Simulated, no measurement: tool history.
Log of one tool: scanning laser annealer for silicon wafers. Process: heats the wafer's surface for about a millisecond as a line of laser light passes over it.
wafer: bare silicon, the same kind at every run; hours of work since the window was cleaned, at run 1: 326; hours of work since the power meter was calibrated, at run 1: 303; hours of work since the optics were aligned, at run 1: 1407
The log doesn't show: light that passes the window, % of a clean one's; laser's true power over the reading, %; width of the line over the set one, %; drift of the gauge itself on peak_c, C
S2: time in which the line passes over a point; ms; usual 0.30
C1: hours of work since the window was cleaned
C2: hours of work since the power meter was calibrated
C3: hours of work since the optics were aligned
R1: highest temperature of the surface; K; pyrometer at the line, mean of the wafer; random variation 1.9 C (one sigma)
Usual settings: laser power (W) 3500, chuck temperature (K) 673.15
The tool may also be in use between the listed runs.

Run 1, hour 0.0: usual settings; C1 326; C2 303; C3 1407. Result: R1 1388.15 K.
Run 2, hour 7.7: usual settings; C1 332; C2 309; C3 1412. Result: R1 1386.15 K.
Run 3, hour 17.5: usual settings; C1 339; C2 316; C3 1419. Result: R1 1387.15 K.
Run 4, hour 27.6: usual settings; C1 346; C2 323; C3 1426. Result: R1 1387.15 K.
Run 5, hour 33.1: usual settings but chuck temperature (K) 660.15; C1 350; C2 327; C3 1430. Result: R1 1371.15 K.
Run 6, hour 43.4: usual settings but chuck temperature (K) 660.15; C1 357; C2 334; C3 1437. Result: R1 1374.15 K.
At hour 49.5: optics aligned, line set to its width.
Run 7, hour 55.7: usual settings but chuck temperature (K) 669.15; C1 362; C2 339; C3 4. Result: R1 1373.15 K.
Run 8, hour 61.3: usual settings but chuck temperature (K) 669.15; C1 366; C2 343; C3 8. Result: R1 1375.15 K.
Run 9, hour 69.8: usual settings but laser power (W) 3668, S2 0.33 ms, chuck temperature (K) 669.15; C1 372; C2 349; C3 14. Result: R1 1450.15 K.

The next listed run, before its measurement:
Run 10, hour 82.0: usual settings but laser power (W) 3668, S2 0.33 ms, chuck temperature (K) 669.15; C1 381; C2 358; C3 23. Result: R1 ?.

{"run 10": {"R1": 1453.15}}
Without the tool's hidden state the same run would have given R1 1515.15 K.

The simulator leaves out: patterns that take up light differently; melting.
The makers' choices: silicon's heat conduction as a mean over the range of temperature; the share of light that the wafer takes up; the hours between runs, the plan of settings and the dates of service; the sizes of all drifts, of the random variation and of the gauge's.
